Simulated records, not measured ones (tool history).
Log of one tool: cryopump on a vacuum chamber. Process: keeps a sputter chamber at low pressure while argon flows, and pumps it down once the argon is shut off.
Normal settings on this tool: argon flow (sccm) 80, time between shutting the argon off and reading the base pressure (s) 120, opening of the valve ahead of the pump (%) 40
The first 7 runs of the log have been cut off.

run	hour	argon flow (sccm)	time between shutting the argon off and reading the base pressure (s)	opening of the valve ahead of the pump (%)	hours of work since the pump was warmed up and emptied	hours of work since the cold head was overhauled	hours of work since the chamber's fittings were tightened	pressure while argon flows (Pa)	pressure after the wait (uPa)
8	137.1	80	22	40	606	606	1837	0.1953	2.4
9	159.2	80	120	59	619	619	1850	0.1413	1.08
10	172.4	80	55	59	627	627	1858	0.1401	1.43
11	183	80	55	17	634	634	1865	0.4298	1.39
12	204.8	80	21	40	647	647	1878	0.1974	2.5
13	224.6	80	21	40	659	659	1890	0.1967	2.43
14	244.8	80	21	40	671	671	1902	0.1996	2.49
15	259.4	80	21	40	680	680	1911	0.1981	2.5
16	279.4	80	192	40	692	692	1923	0.1997	1.01
17	301.1	80	120	40	706	706	1936	0.1996	1.16
18	318.5	38	120	40	716	716	1947	0.0952	1.15
# hour 327: pump warmed up, emptied and cooled again
19	333.2	80	41	38	4	722	1953	0.1815	1.46
20	355.5	80	41	38	17	736	1966	0.1823	1.4
21	367.2	80	41	38	25	743	1974	0.1817	1.46
22	382.9	80	41	38	34	752	1983	0.1804	1.46
23	396.9	56	54	46	43	761	1992	0.1051	1.33
24	418.2	56	54	46	56	774	2005	0.1059	1.28
25	431.7	56	54	46	64	782	2013	0.1056	1.26
26	454.9	56	54	46	78	796	2027	0.106	1.27
27	472.1	67	233	40	88	807	2037	0.1458	0.84
28	482.8	77	166	25	95	813	2044	0.2672	0.86

Run 29 is up next; what results do you expect?
29	499.6	46	112	22	105	823	2054	?	?

pressure while argon flows (Pa): 0.1815
pressure after the wait (uPa): 0.96
Without the tool's hidden state the same run would have given pressure while argon flows (Pa) 0.1792, pressure after the wait (uPa) 0.43.
